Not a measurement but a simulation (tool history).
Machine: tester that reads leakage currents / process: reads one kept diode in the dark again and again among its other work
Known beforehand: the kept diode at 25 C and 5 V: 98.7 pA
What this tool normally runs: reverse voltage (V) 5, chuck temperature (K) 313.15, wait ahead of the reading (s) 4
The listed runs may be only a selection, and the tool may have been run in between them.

run	hour	reverse voltage (V)	chuck temperature (K)	wait ahead of the reading (s)	current that the tester gives (pA)
1	0	5	313.15	4	295.85
2	99.8	5	313.15	4	296.23
3	217.3	5	313.15	4	294.87
4	390.4	1.12	313.15	4	165.47
5	505.6	1.12	313.15	4	166.2
6	679.9	1.12	313.15	4	166.06
7	788.9	5.99	313.15	4	321.39
8	961.8	5.99	313.15	4	325.05
9	1054.8	5.99	313.15	4	325.54
10	1146.8	5.99	313.15	4	326.77
11	1311.6	5.99	313.15	4	327.28
12	1503.9	5.99	298.15	4	119.83
13	1582.8	5.99	298.15	4	119.49
14	1755.2	5.99	298.15	4	121.19
# hour 1916: probe card cleaned and baked
15	1951	5.99	298.15	5	112.62
16	2057.6	5	313.15	4	301.36
17	2176.2	5	313.15	4	303.25
18	2279.2	5	313.15	4	303.1
19	2437.2	5	325.15	4	659.98
20	2579.1	5	295.15	4	85.59
21	2699.5	4.2	317.15	4	374.05
22	2833	1.48	326.15	6.86	444.27
23	3008.6	1.8	295.15	7.05	57.6
24	3199.6	1.43	294.15	3.22	49.4
25	3386.5	5	303.15	0.9	158.44
26	3577.3	5	313.15	3.36	312.94
27	3765.8	4.8	313.15	4	308.47
28	3948.4	4.74	317.15	4	399.74
29	4112.6	4.74	317.15	4	404.63
30	4232.6	4.74	317.15	4	403.89
# hour 4345.5: chuck's temperature calibrated
# hour 4364.3: tester calibrated
31	4390.9	8.22	313.15	4	354.4
32	4550.5	1.97	320.15	6.54	320.61
33	4672.4	1.97	320.15	6.54	320.44
34	4785	3.34	300.15	3.21	101.9
35	4966.6	15.07	313.15	4	461.21
36	5119	15.07	313.15	4	461.99
37	5216.1	6.83	293.15	0.3	91.15
38	5398.1	6.83	293.15	0.3	92.02
39	5558	4.39	309.15	4	217.89

Consider 4 possible next runs. They are alternatives, not a sequence: every one starts from the tool as it was left by run 39. What does each give?
A	5638.7	4.39	309.15	0.33	?
B	5638.7	4.07	325.15	4	?
C	5638.7	2.82	309.15	4	?
D	5638.7	2.48	313.15	4	?

run	current that the tester gives (pA)
A	221.9
B	597.23
C	182.65
D	228.55
Without the tool's hidden state the same runs would have given:
run	current that the tester gives (pA)
A	210.84
B	578.82
C	174.54
D	219.9
